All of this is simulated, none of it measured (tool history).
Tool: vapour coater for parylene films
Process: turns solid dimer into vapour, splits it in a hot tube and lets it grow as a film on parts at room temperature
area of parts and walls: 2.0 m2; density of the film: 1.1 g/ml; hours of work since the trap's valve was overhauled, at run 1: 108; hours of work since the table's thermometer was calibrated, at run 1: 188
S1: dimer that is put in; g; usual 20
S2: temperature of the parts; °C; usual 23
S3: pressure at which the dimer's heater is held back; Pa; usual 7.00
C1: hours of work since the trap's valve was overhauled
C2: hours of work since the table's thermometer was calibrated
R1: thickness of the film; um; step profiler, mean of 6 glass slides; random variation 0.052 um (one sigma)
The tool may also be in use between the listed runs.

run	hour	S1	S2	S3	C1	C2	R1
1	0.0	20	23	7.00	108	188	5.77
2	29.1	20	23	7.00	126	205	5.72
3	60.5	20	23	7.00	145	225	5.59
4	94.2	20	23	7.00	166	245	5.52
5	118.0	20	23	4.60	181	260	5.58
6	141.1	20	19	7.00	195	274	6.42
# hour 161.6: trap's valve overhauled
7	170.2	20	23	7.00	5	289	5.88
8	210.8	28	23	7.00	30	314	8.32
9	261.5	28	23	7.00	61	345	8.12
10	309.9	28	23	7.00	91	375	8.06
11	358.1	22	16	7.00	120	404	8.22
12	382.9	22	16	7.00	136	420	8.22
13	415.1	27	16	3.07	155	439	10.63
14	467.6	8	22	3.03	187	471	2.41
# hour 498.7: trap's valve overhauled
15	515.0	13	18	3.94	10	498	4.97
16	558.0	13	26	7.00	36	524	3.41
17	582.3	13	26	7.00	51	539	3.38
18	607.8	9	29	4.76	67	555	2.07
19	657.4	9	29	4.76	97	585	2.12
20	685.4	12	15	11.93	114	602	4.64

Forecast each of these 3 alternatives for the next run:
A	722.2	12	23	7.00	137	625	?
B	722.2	12	15	4.89	137	625	?
C	722.2	20	18	6.52	137	625	?

run	R1
A	3.35
B	4.79
C	6.98
Without the tool's hidden state the same runs would have given:
run	R1
A	3.59
B	5.13
C	7.48

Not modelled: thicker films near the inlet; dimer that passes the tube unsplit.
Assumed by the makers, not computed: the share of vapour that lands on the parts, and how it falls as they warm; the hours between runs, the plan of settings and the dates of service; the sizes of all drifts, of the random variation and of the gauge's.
